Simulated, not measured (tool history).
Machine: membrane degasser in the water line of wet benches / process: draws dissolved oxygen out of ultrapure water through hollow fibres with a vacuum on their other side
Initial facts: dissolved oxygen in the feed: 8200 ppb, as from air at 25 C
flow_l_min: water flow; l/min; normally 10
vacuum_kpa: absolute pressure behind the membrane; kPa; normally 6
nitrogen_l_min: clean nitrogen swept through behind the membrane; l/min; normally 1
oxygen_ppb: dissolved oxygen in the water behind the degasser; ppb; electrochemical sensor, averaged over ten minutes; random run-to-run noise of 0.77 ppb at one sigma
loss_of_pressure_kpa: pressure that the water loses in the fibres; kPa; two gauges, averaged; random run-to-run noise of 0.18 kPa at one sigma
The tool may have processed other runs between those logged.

run 1 hour=0 | flow_l_min=10 vacuum_kpa=6 nitrogen_l_min=1 | oxygen_ppb=69.6 loss_of_pressure_kpa=32.94
run 2 hour=96.5 | flow_l_min=10 vacuum_kpa=6 nitrogen_l_min=1 | oxygen_ppb=71.2 loss_of_pressure_kpa=32.87
run 3 hour=190.9 | flow_l_min=10 vacuum_kpa=6 nitrogen_l_min=1 | oxygen_ppb=70 loss_of_pressure_kpa=32.8
run 4 hour=277.2 | flow_l_min=10 vacuum_kpa=6 nitrogen_l_min=1 | oxygen_ppb=70.9 loss_of_pressure_kpa=32.79
run 5 hour=361.2 | flow_l_min=10 vacuum_kpa=6 nitrogen_l_min=1 | oxygen_ppb=71.1 loss_of_pressure_kpa=32.79
run 6 hour=485.8 | flow_l_min=10 vacuum_kpa=6 nitrogen_l_min=1 | oxygen_ppb=71.4 loss_of_pressure_kpa=32.81
run 7 hour=586.5 | flow_l_min=10 vacuum_kpa=6 nitrogen_l_min=1 | oxygen_ppb=70.9 loss_of_pressure_kpa=32.69
run 8 hour=650.5 | flow_l_min=10 vacuum_kpa=6 nitrogen_l_min=2.61 | oxygen_ppb=31.4 loss_of_pressure_kpa=32.87
run 9 hour=778.1 | flow_l_min=10 vacuum_kpa=6 nitrogen_l_min=2.61 | oxygen_ppb=31.4 loss_of_pressure_kpa=32.78
run 10 hour=861.5 | flow_l_min=10 vacuum_kpa=6 nitrogen_l_min=2.61 | oxygen_ppb=30.3 loss_of_pressure_kpa=32.97
run 11 hour=979.5 | flow_l_min=12 vacuum_kpa=9.32 nitrogen_l_min=1 | oxygen_ppb=178.4 loss_of_pressure_kpa=39.55
run 12 hour=1067.8 | flow_l_min=7 vacuum_kpa=7.42 nitrogen_l_min=1.97 | oxygen_ppb=37.5 loss_of_pressure_kpa=22.82
run 13 hour=1176.6 | flow_l_min=8 vacuum_kpa=3.7 nitrogen_l_min=1.21 | oxygen_ppb=9 loss_of_pressure_kpa=26.18
run 14 hour=1289.5 | flow_l_min=8 vacuum_kpa=3.7 nitrogen_l_min=1.82 | oxygen_ppb=7.6 loss_of_pressure_kpa=26.31
run 15 hour=1398.9 | flow_l_min=10 vacuum_kpa=6.65 nitrogen_l_min=1.1 | oxygen_ppb=79.4 loss_of_pressure_kpa=33.22
run 16 hour=1491.2 | flow_l_min=6 vacuum_kpa=10.07 nitrogen_l_min=1.55 | oxygen_ppb=66.1 loss_of_pressure_kpa=19.8

Branching from run 16: 3 alternative next runs. What would each branch give?
run A hour=1609.7 | flow_l_min=9 vacuum_kpa=4.6 nitrogen_l_min=1.71 | oxygen_ppb=? loss_of_pressure_kpa=?
run B hour=1609.7 | flow_l_min=10 vacuum_kpa=6 nitrogen_l_min=2.9 | oxygen_ppb=? loss_of_pressure_kpa=?
run C hour=1609.7 | flow_l_min=10 vacuum_kpa=8.44 nitrogen_l_min=1 | oxygen_ppb=? loss_of_pressure_kpa=?

run=A oxygen_ppb=21 loss_of_pressure_kpa=29.42
run=B oxygen_ppb=27.8 loss_of_pressure_kpa=32.6
run=C oxygen_ppb=131.3 loss_of_pressure_kpa=32.48
Without the tool's unlogged condition, the same runs would have read:
run=A oxygen_ppb=21 loss_of_pressure_kpa=29.42
run=B oxygen_ppb=27.8 loss_of_pressure_kpa=32.59
run=C oxygen_ppb=131.2 loss_of_pressure_kpa=32.47

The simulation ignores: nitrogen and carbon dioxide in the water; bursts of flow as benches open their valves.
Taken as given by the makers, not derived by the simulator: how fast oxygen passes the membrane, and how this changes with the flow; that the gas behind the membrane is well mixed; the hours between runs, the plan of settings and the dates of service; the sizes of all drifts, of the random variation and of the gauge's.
